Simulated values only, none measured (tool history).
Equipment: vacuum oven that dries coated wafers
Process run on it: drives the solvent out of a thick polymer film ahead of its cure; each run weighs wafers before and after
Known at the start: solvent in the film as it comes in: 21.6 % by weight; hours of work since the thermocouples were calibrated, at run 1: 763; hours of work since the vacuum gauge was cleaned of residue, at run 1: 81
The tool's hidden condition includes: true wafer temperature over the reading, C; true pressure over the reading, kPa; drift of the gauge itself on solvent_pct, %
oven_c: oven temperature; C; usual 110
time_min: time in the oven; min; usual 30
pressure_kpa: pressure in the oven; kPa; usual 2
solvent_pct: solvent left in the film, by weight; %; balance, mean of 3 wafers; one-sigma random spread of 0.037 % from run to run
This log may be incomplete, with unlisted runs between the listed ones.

| run | hour | oven_c | time_min | pressure_kpa | hours of work since the thermocouples were calibrated | hours of work since the vacuum gauge was cleaned of residue | solvent_pct |
|---|---|---|---|---|---|---|---|
| 1 | 0 | 110 | 30 | 2 | 763 | 81 | 5.24 |
| 2 | 25.8 | 110 | 30 | 2 | 775 | 93 | 5.23 |
| 3 | 84.9 | 110 | 35 | 2 | 801 | 119 | 4.35 |
| 4 | 109.1 | 110 | 30 | 2 | 812 | 130 | 5.26 |
| 5 | 165.7 | 110 | 30 | 2 | 837 | 155 | 5.2 |
| 6 | 217.2 | 110 | 30 | 2 | 860 | 177 | 5.2 |
| 7 | 246.7 | 110 | 30 | 2 | 873 | 191 | 5.16 |
| 8 | 303.4 | 110 | 30 | 2 | 898 | 216 | 5.25 |
| 9 | 331.7 | 99 | 30 | 2 | 910 | 228 | 8.61 |
| 10 | 380 | 110 | 30 | 2 | 932 | 250 | 5.13 |
| 11 | 438.1 | 110 | 30 | 2 | 957 | 275 | 5.16 |
| 12 | 481.8 | 97 | 30 | 2.3 | 977 | 295 | 9.29 |
| 13 | 540 | 110 | 30 | 2.21 | 1003 | 320 | 5.13 |
|  | 544.9 | vacuum gauge cleaned of residue and calibrated |
| 14 | 584.3 | 110 | 47 | 1.37 | 1022 | 17 | 2.6 |
| 15 | 636.9 | 110 | 47 | 1.37 | 1045 | 41 | 2.63 |
| 16 | 684.1 | 110 | 47 | 1.37 | 1066 | 62 | 2.63 |
| 17 | 718.2 | 110 | 47 | 1.37 | 1081 | 77 | 2.6 |
|  | 759.1 | vacuum gauge cleaned of residue and calibrated, once more |
| 18 | 774 | 113 | 53 | 2 | 1105 | 7 | 1.76 |
| 19 | 817.8 | 110 | 36 | 1 | 1124 | 26 | 3.72 |
| 20 | 852.5 | 110 | 36 | 1 | 1140 | 41 | 3.73 |
| 21 | 903.8 | 110 | 25 | 6.11 | 1162 | 64 | 7.41 |
| 22 | 953.3 | 120 | 31 | 1.24 | 1184 | 86 | 2.23 |

Consider 3 possible next runs. They are alternatives, not a sequence: every one starts from the tool as it was left by run 22. What does each give?
| A | 979.8 | 110 | 30 | 3.01 | 1196 | 98 | ? |
| B | 979.8 | 122 | 39 | 1.63 | 1196 | 98 | ? |
| C | 979.8 | 110 | 17 | 2 | 1196 | 98 | ? |

| run | solvent_pct |
|---|---|
| A | 5.36 |
| B | 1.24 |
| C | 8.51 |
With no hidden state in the tool, these same runs would have given:
| run | solvent_pct |
|---|---|
| A | 5.85 |
| B | 1.44 |
| C | 8.99 |

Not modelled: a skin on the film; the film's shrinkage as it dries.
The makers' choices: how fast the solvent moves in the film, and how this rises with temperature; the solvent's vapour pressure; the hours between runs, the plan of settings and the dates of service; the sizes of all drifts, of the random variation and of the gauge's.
